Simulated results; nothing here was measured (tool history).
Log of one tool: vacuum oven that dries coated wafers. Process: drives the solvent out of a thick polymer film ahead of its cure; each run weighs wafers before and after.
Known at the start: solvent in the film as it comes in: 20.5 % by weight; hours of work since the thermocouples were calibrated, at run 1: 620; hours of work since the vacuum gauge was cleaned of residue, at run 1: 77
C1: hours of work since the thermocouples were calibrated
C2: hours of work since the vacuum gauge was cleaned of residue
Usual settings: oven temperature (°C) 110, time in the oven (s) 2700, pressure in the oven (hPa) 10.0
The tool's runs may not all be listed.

run 1 hour=0.0 | oven_temperature_(°C)=110 time_in_the_oven_(s)=2700 pressure_in_the_oven_(hPa)=10.0 | C1=620 C2=77 | solvent_left_in_the_film_(%)=2.66
run 2 hour=13.5 | oven_temperature_(°C)=110 time_in_the_oven_(s)=2700 pressure_in_the_oven_(hPa)=10.0 | C1=625 C2=83 | solvent_left_in_the_film_(%)=2.69
run 3 hour=24.5 | oven_temperature_(°C)=110 time_in_the_oven_(s)=2700 pressure_in_the_oven_(hPa)=10.0 | C1=630 C2=87 | solvent_left_in_the_film_(%)=2.70
run 4 hour=36.9 | oven_temperature_(°C)=110 time_in_the_oven_(s)=2700 pressure_in_the_oven_(hPa)=17.8 | C1=635 C2=92 | solvent_left_in_the_film_(%)=3.12
run 5 hour=52.7 | oven_temperature_(°C)=110 time_in_the_oven_(s)=2700 pressure_in_the_oven_(hPa)=5.0 | C1=641 C2=99 | solvent_left_in_the_film_(%)=2.38
run 6 hour=66.2 | oven_temperature_(°C)=110 time_in_the_oven_(s)=2700 pressure_in_the_oven_(hPa)=5.0 | C1=647 C2=104 | solvent_left_in_the_film_(%)=2.41
run 7 hour=79.8 | oven_temperature_(°C)=110 time_in_the_oven_(s)=1920 pressure_in_the_oven_(hPa)=10.0 | C1=652 C2=110 | solvent_left_in_the_film_(%)=4.32
run 8 hour=90.8 | oven_temperature_(°C)=110 time_in_the_oven_(s)=2700 pressure_in_the_oven_(hPa)=10.0 | C1=657 C2=115 | solvent_left_in_the_film_(%)=2.70
run 9 hour=98.6 | oven_temperature_(°C)=110 time_in_the_oven_(s)=2700 pressure_in_the_oven_(hPa)=10.0 | C1=660 C2=118 | solvent_left_in_the_film_(%)=2.69
run 10 hour=106.3 | oven_temperature_(°C)=110 time_in_the_oven_(s)=2700 pressure_in_the_oven_(hPa)=10.0 | C1=663 C2=121 | solvent_left_in_the_film_(%)=2.69
run 11 hour=122.9 | oven_temperature_(°C)=111 time_in_the_oven_(s)=2700 pressure_in_the_oven_(hPa)=10.0 | C1=670 C2=128 | solvent_left_in_the_film_(%)=2.38
run 12 hour=132.4 | oven_temperature_(°C)=111 time_in_the_oven_(s)=1440 pressure_in_the_oven_(hPa)=10.0 | C1=674 C2=132 | solvent_left_in_the_film_(%)=5.64
run 13 hour=146.1 | oven_temperature_(°C)=111 time_in_the_oven_(s)=1440 pressure_in_the_oven_(hPa)=10.0 | C1=680 C2=137 | solvent_left_in_the_film_(%)=5.61
run 14 hour=157.9 | oven_temperature_(°C)=111 time_in_the_oven_(s)=4860 pressure_in_the_oven_(hPa)=10.0 | C1=684 C2=142 | solvent_left_in_the_film_(%)=0.91
run 15 hour=174.2 | oven_temperature_(°C)=110 time_in_the_oven_(s)=4140 pressure_in_the_oven_(hPa)=10.0 | C1=691 C2=149 | solvent_left_in_the_film_(%)=1.30
run 16 hour=184.6 | oven_temperature_(°C)=110 time_in_the_oven_(s)=4140 pressure_in_the_oven_(hPa)=10.0 | C1=695 C2=153 | solvent_left_in_the_film_(%)=1.30
run 17 hour=200.2 | oven_temperature_(°C)=101 time_in_the_oven_(s)=2700 pressure_in_the_oven_(hPa)=5.8 | C1=702 C2=160 | solvent_left_in_the_film_(%)=5.54
run 18 hour=209.8 | oven_temperature_(°C)=125 time_in_the_oven_(s)=1500 pressure_in_the_oven_(hPa)=11.2 | C1=706 C2=163 | solvent_left_in_the_film_(%)=1.40
run 19 hour=222.9 | oven_temperature_(°C)=125 time_in_the_oven_(s)=2400 pressure_in_the_oven_(hPa)=5.5 | C1=711 C2=169 | solvent_left_in_the_film_(%)=0.40
run 20 hour=234.9 | oven_temperature_(°C)=120 time_in_the_oven_(s)=2700 pressure_in_the_oven_(hPa)=13.6 | C1=716 C2=174 | solvent_left_in_the_film_(%)=0.96

Forecast each of these 3 alternatives for the next run:
run A hour=245.0 | oven_temperature_(°C)=110 time_in_the_oven_(s)=1980 pressure_in_the_oven_(hPa)=29.7 | C1=720 C2=178 | solvent_left_in_the_film_(%)=?
run B hour=245.0 | oven_temperature_(°C)=120 time_in_the_oven_(s)=2700 pressure_in_the_oven_(hPa)=13.4 | C1=720 C2=178 | solvent_left_in_the_film_(%)=?
run C hour=245.0 | oven_temperature_(°C)=107 time_in_the_oven_(s)=4800 pressure_in_the_oven_(hPa)=34.4 | C1=720 C2=178 | solvent_left_in_the_film_(%)=?

run=A solvent_left_in_the_film_(%)=5.14
run=B solvent_left_in_the_film_(%)=0.95
run=C solvent_left_in_the_film_(%)=3.00
Without the tool's hidden state the same runs would have given:
run=A solvent_left_in_the_film_(%)=5.39
run=B solvent_left_in_the_film_(%)=1.01
run=C solvent_left_in_the_film_(%)=3.13

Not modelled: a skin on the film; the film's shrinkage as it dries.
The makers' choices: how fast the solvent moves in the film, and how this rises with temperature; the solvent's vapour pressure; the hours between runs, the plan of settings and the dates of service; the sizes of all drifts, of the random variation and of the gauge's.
